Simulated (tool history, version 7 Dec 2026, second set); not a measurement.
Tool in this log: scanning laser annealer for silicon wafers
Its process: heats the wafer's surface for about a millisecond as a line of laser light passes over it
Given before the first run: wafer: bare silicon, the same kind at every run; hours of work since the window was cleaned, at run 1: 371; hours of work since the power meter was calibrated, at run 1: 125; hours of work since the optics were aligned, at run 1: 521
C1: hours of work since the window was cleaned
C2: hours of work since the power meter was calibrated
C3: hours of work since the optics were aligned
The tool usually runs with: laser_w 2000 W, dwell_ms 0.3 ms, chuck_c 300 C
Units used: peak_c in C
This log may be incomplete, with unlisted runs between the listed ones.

{"run": 1, "day": 0.0, "laser_w": 2000, "dwell_ms": 0.3, "chuck_c": 300, "C1": 371, "C2": 125, "C3": 521, "peak_c": 996}
{"run": 2, "day": 0.596, "laser_w": 2000, "dwell_ms": 0.223, "chuck_c": 300, "C1": 378, "C2": 131, "C3": 527, "peak_c": 884}
{"run": 3, "day": 0.892, "laser_w": 2000, "dwell_ms": 0.223, "chuck_c": 300, "C1": 381, "C2": 134, "C3": 530, "peak_c": 883}
{"run": 4, "day": 1.275, "laser_w": 2000, "dwell_ms": 0.223, "chuck_c": 300, "C1": 385, "C2": 139, "C3": 535, "peak_c": 888}
{"run": 5, "day": 1.642, "laser_w": 2070, "dwell_ms": 0.3, "chuck_c": 300, "C1": 389, "C2": 143, "C3": 539, "peak_c": 1022}
{"run": 6, "day": 2.021, "laser_w": 2070, "dwell_ms": 0.3, "chuck_c": 326, "C1": 393, "C2": 147, "C3": 543, "peak_c": 1045}
{"run": 7, "day": 2.412, "laser_w": 1793, "dwell_ms": 0.3, "chuck_c": 300, "C1": 397, "C2": 151, "C3": 547, "peak_c": 904}
{"run": 8, "day": 3.004, "laser_w": 1793, "dwell_ms": 0.3, "chuck_c": 300, "C1": 404, "C2": 157, "C3": 553, "peak_c": 907}
{"run": 9, "day": 3.342, "laser_w": 1793, "dwell_ms": 0.3, "chuck_c": 262, "C1": 407, "C2": 161, "C3": 557, "peak_c": 868}
{"run": 10, "day": 3.683, "laser_w": 1793, "dwell_ms": 0.3, "chuck_c": 262, "C1": 411, "C2": 165, "C3": 561, "peak_c": 867}
{"run": 11, "day": 4.125, "laser_w": 1793, "dwell_ms": 0.3, "chuck_c": 262, "C1": 416, "C2": 170, "C3": 565, "peak_c": 864}
{"run": 12, "day": 4.696, "laser_w": 1793, "dwell_ms": 0.3, "chuck_c": 262, "C1": 422, "C2": 176, "C3": 572, "peak_c": 864}
{"run": 13, "day": 5.042, "laser_w": 1793, "dwell_ms": 0.3, "chuck_c": 262, "C1": 426, "C2": 179, "C3": 575, "peak_c": 865}
{"run": 14, "day": 5.571, "laser_w": 1793, "dwell_ms": 0.3, "chuck_c": 262, "C1": 431, "C2": 185, "C3": 581, "peak_c": 861}
{"run": 15, "day": 6.083, "laser_w": 1793, "dwell_ms": 0.3, "chuck_c": 262, "C1": 437, "C2": 191, "C3": 587, "peak_c": 863}
{"run": 16, "day": 6.388, "laser_w": 2000, "dwell_ms": 0.3, "chuck_c": 300, "C1": 440, "C2": 194, "C3": 590, "peak_c": 985}
{"run": 17, "day": 6.796, "laser_w": 2000, "dwell_ms": 0.3, "chuck_c": 300, "C1": 445, "C2": 198, "C3": 594, "peak_c": 986}
{"run": 18, "day": 7.25, "laser_w": 2000, "dwell_ms": 0.3, "chuck_c": 300, "C1": 450, "C2": 203, "C3": 599, "peak_c": 986}
{"run": 19, "day": 7.508, "laser_w": 2000, "dwell_ms": 0.3, "chuck_c": 300, "C1": 452, "C2": 206, "C3": 602, "peak_c": 986}
{"day": 7.646, "done": "window over the wafer cleaned"}
{"run": 20, "day": 8.033, "laser_w": 2000, "dwell_ms": 0.3, "chuck_c": 300, "C1": 4, "C2": 211, "C3": 607, "peak_c": 970}
{"run": 21, "day": 8.383, "laser_w": 2000, "dwell_ms": 0.3, "chuck_c": 300, "C1": 8, "C2": 215, "C3": 611, "peak_c": 967}
{"run": 22, "day": 8.712, "laser_w": 2000, "dwell_ms": 0.35, "chuck_c": 300, "C1": 12, "C2": 218, "C3": 614, "peak_c": 1028}
{"run": 23, "day": 9.067, "laser_w": 2023, "dwell_ms": 0.298, "chuck_c": 315, "C1": 15, "C2": 222, "C3": 618, "peak_c": 990}
{"run": 24, "day": 9.604, "laser_w": 2023, "dwell_ms": 0.298, "chuck_c": 315, "C1": 21, "C2": 228, "C3": 624, "peak_c": 987}
{"run": 25, "day": 9.962, "laser_w": 2023, "dwell_ms": 0.298, "chuck_c": 315, "C1": 25, "C2": 232, "C3": 628, "peak_c": 987}
{"run": 26, "day": 10.375, "laser_w": 2000, "dwell_ms": 0.3, "chuck_c": 298, "C1": 30, "C2": 236, "C3": 632, "peak_c": 963}
{"run": 27, "day": 10.771, "laser_w": 2000, "dwell_ms": 0.3, "chuck_c": 298, "C1": 34, "C2": 241, "C3": 637, "peak_c": 963}
{"day": 11.008, "done": "window over the wafer cleaned, once more"}
{"run": 28, "day": 11.154, "laser_w": 1966, "dwell_ms": 0.272, "chuck_c": 283, "C1": 2, "C2": 244, "C3": 640, "peak_c": 956}
{"run": 29, "day": 11.696, "laser_w": 2000, "dwell_ms": 0.369, "chuck_c": 300, "C1": 7, "C2": 250, "C3": 646, "peak_c": 1116}
{"run": 30, "day": 11.962, "laser_w": 2000, "dwell_ms": 0.372, "chuck_c": 316, "C1": 10, "C2": 253, "C3": 649, "peak_c": 1131}
{"run": 31, "day": 12.371, "laser_w": 2177, "dwell_ms": 0.373, "chuck_c": 300, "C1": 15, "C2": 257, "C3": 653, "peak_c": 1210}
{"run": 32, "day": 12.829, "laser_w": 2177, "dwell_ms": 0.373, "chuck_c": 300, "C1": 20, "C2": 262, "C3": 658, "peak_c": 1215}
{"run": 33, "day": 13.246, "laser_w": 2177, "dwell_ms": 0.373, "chuck_c": 300, "C1": 24, "C2": 266, "C3": 662, "peak_c": 1210}
{"run": 34, "day": 13.771, "laser_w": 1857, "dwell_ms": 0.357, "chuck_c": 310, "C1": 30, "C2": 272, "C3": 668, "peak_c": 1039}
{"run": 35, "day": 14.333, "laser_w": 2000, "dwell_ms": 0.3, "chuck_c": 287, "C1": 36, "C2": 278, "C3": 674, "peak_c": 1008}
{"run": 36, "day": 14.883, "laser_w": 1952, "dwell_ms": 0.322, "chuck_c": 313, "C1": 42, "C2": 284, "C3": 680, "peak_c": 1045}
{"run": 37, "day": 15.446, "laser_w": 2000, "dwell_ms": 0.252, "chuck_c": 300, "C1": 48, "C2": 290, "C3": 686, "peak_c": 954}
{"run": 38, "day": 15.896, "laser_w": 1925, "dwell_ms": 0.34, "chuck_c": 300, "C1": 53, "C2": 295, "C3": 691, "peak_c": 1042}
{"run": 39, "day": 16.262, "laser_w": 1887, "dwell_ms": 0.34, "chuck_c": 300, "C1": 57, "C2": 299, "C3": 695, "peak_c": 1018}
{"run": 40, "day": 16.854, "laser_w": 1976, "dwell_ms": 0.34, "chuck_c": 270, "C1": 63, "C2": 306, "C3": 701, "peak_c": 1033}
{"run": 41, "day": 17.371, "laser_w": 2050, "dwell_ms": 0.212, "chuck_c": 304, "C1": 69, "C2": 311, "C3": 707, "peak_c": 913}
{"run": 42, "day": 17.742, "laser_w": 2050, "dwell_ms": 0.212, "chuck_c": 304, "C1": 73, "C2": 315, "C3": 711, "peak_c": 911}

Below are 3 alternative next runs, each starting from the tool's condition after run 42. Predict each:
{"run": "A", "day": 18.038, "laser_w": 2050, "dwell_ms": 0.283, "chuck_c": 304, "C1": 76, "C2": 318, "C3": 714, "peak_c": "?"}
{"run": "B", "day": 18.038, "laser_w": 2183, "dwell_ms": 0.212, "chuck_c": 285, "C1": 76, "C2": 318, "C3": 714, "peak_c": "?"}
{"run": "C", "day": 18.038, "laser_w": 2000, "dwell_ms": 0.3, "chuck_c": 291, "C1": 76, "C2": 318, "C3": 714, "peak_c": "?"}

run=A peak_c=1025
run=B peak_c=943
run=C peak_c=1012
With no hidden state in the tool, these same runs would have given:
run=A peak_c=1039
run=B peak_c=955
run=C peak_c=1025
